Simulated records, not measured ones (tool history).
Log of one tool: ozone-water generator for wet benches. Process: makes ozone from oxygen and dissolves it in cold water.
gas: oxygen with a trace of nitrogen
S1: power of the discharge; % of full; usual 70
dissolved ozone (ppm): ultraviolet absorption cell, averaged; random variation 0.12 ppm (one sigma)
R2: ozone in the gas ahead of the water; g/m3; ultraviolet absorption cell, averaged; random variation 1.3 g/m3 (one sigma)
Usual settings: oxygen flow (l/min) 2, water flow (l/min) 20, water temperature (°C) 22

run 1 hour=0 | S1=70 oxygen_flow_(l/min)=2 water_flow_(l/min)=20 water_temperature_(°C)=22 | dissolved_ozone_(ppm)=11.2 R2=246.2
run 2 hour=42.4 | S1=75 oxygen_flow_(l/min)=2 water_flow_(l/min)=20 water_temperature_(°C)=22 | dissolved_ozone_(ppm)=11.6 R2=253.8
run 3 hour=115.9 | S1=75 oxygen_flow_(l/min)=2 water_flow_(l/min)=12 water_temperature_(°C)=22 | dissolved_ozone_(ppm)=19.8 R2=257.3
run 4 hour=181 | S1=60 oxygen_flow_(l/min)=2 water_flow_(l/min)=12 water_temperature_(°C)=22 | dissolved_ozone_(ppm)=17.6 R2=227
run 5 hour=241.1 | S1=70 oxygen_flow_(l/min)=2 water_flow_(l/min)=20 water_temperature_(°C)=30 | dissolved_ozone_(ppm)=10.6 R2=244.2
run 6 hour=315.1 | S1=42 oxygen_flow_(l/min)=2 water_flow_(l/min)=20 water_temperature_(°C)=22 | dissolved_ozone_(ppm)=8.7 R2=189
run 7 hour=350.6 | S1=70 oxygen_flow_(l/min)=2 water_flow_(l/min)=20 water_temperature_(°C)=22 | dissolved_ozone_(ppm)=11.3 R2=246.5
run 8 hour=413.1 | S1=70 oxygen_flow_(l/min)=2 water_flow_(l/min)=20 water_temperature_(°C)=22 | dissolved_ozone_(ppm)=11.2 R2=245.8
run 9 hour=451.3 | S1=70 oxygen_flow_(l/min)=2 water_flow_(l/min)=20 water_temperature_(°C)=22 | dissolved_ozone_(ppm)=11 R2=242.1
run 10 hour=492.4 | S1=61 oxygen_flow_(l/min)=2 water_flow_(l/min)=20 water_temperature_(°C)=22 | dissolved_ozone_(ppm)=10.4 R2=227.8
run 11 hour=559 | S1=40 oxygen_flow_(l/min)=2 water_flow_(l/min)=20 water_temperature_(°C)=22 | dissolved_ozone_(ppm)=8.3 R2=184
run 12 hour=591.6 | S1=40 oxygen_flow_(l/min)=2 water_flow_(l/min)=20 water_temperature_(°C)=22 | dissolved_ozone_(ppm)=8.4 R2=184.6
run 13 hour=628.2 | S1=70 oxygen_flow_(l/min)=1.43 water_flow_(l/min)=20 water_temperature_(°C)=22 | dissolved_ozone_(ppm)=10.4 R2=296.7
run 14 hour=689.6 | S1=70 oxygen_flow_(l/min)=1.43 water_flow_(l/min)=13 water_temperature_(°C)=21 | dissolved_ozone_(ppm)=17 R2=296.4
run 15 hour=736.4 | S1=82 oxygen_flow_(l/min)=2 water_flow_(l/min)=20 water_temperature_(°C)=22 | dissolved_ozone_(ppm)=12 R2=265.7
run 16 hour=780.2 | S1=92 oxygen_flow_(l/min)=3.51 water_flow_(l/min)=19 water_temperature_(°C)=20 | dissolved_ozone_(ppm)=14.3 R2=201.1
run 17 hour=855.7 | S1=44 oxygen_flow_(l/min)=2.55 water_flow_(l/min)=28 water_temperature_(°C)=15 | dissolved_ozone_(ppm)=6.7 R2=167.1
run 18 hour=898.2 | S1=44 oxygen_flow_(l/min)=2.55 water_flow_(l/min)=28 water_temperature_(°C)=18 | dissolved_ozone_(ppm)=6.1 R2=166.8
run 19 hour=965.2 | S1=70 oxygen_flow_(l/min)=2 water_flow_(l/min)=24 water_temperature_(°C)=15 | dissolved_ozone_(ppm)=9.5 R2=243.9
run 20 hour=1012.6 | S1=70 oxygen_flow_(l/min)=3.42 water_flow_(l/min)=31 water_temperature_(°C)=22 | dissolved_ozone_(ppm)=7.2 R2=174.8
run 21 hour=1051.5 | S1=70 oxygen_flow_(l/min)=1.24 water_flow_(l/min)=19 water_temperature_(°C)=21 | dissolved_ozone_(ppm)=10.8 R2=321.9
run 22 hour=1089.1 | S1=70 oxygen_flow_(l/min)=1.24 water_flow_(l/min)=30 water_temperature_(°C)=21 | dissolved_ozone_(ppm)=6 R2=320.4
run 23 hour=1170 | S1=70 oxygen_flow_(l/min)=1.24 water_flow_(l/min)=30 water_temperature_(°C)=21 | dissolved_ozone_(ppm)=6.2 R2=321.3
run 24 hour=1244.8 | S1=70 oxygen_flow_(l/min)=1.24 water_flow_(l/min)=30 water_temperature_(°C)=21 | dissolved_ozone_(ppm)=5.9 R2=320.6
run 25 hour=1286.5 | S1=55 oxygen_flow_(l/min)=1.78 water_flow_(l/min)=13 water_temperature_(°C)=29 | dissolved_ozone_(ppm)=14 R2=228.8

The same runs without the tool's hidden state, with the same run-to-run variation:
The hidden state here: yield of the discharge, % of new electrodes'; contactor's efficiency, % of a clean one's; true water temperature over the reading, C; drift of the gauge itself on ozone_ppm, %; drift of the gauge itself on gas_g_m3, %.
run=1 dissolved_ozone_(ppm)=11.3 R2=246.9
run=2 dissolved_ozone_(ppm)=11.7 R2=254.7
run=3 dissolved_ozone_(ppm)=20 R2=258.5
run=4 dissolved_ozone_(ppm)=17.9 R2=228.1
run=5 dissolved_ozone_(ppm)=10.7 R2=245.8
run=6 dissolved_ozone_(ppm)=8.8 R2=190
run=7 dissolved_ozone_(ppm)=11.5 R2=248.6
run=8 dissolved_ozone_(ppm)=11.4 R2=248.1
run=9 dissolved_ozone_(ppm)=11.3 R2=244.5
run=10 dissolved_ozone_(ppm)=10.7 R2=230.1
run=11 dissolved_ozone_(ppm)=8.5 R2=185.5
run=12 dissolved_ozone_(ppm)=8.5 R2=186.2
run=13 dissolved_ozone_(ppm)=10.7 R2=300.5
run=14 dissolved_ozone_(ppm)=17.4 R2=300.5
run=15 dissolved_ozone_(ppm)=12.3 R2=269.9
run=16 dissolved_ozone_(ppm)=14.7 R2=204.6
run=17 dissolved_ozone_(ppm)=6.9 R2=169.2
run=18 dissolved_ozone_(ppm)=6.3 R2=169
run=19 dissolved_ozone_(ppm)=9.8 R2=248.4
run=20 dissolved_ozone_(ppm)=7.5 R2=178.1
run=21 dissolved_ozone_(ppm)=11.1 R2=328.3
run=22 dissolved_ozone_(ppm)=6.3 R2=326.9
run=23 dissolved_ozone_(ppm)=6.4 R2=328.3
run=24 dissolved_ozone_(ppm)=6.1 R2=328
run=25 dissolved_ozone_(ppm)=14.5 R2=233.6
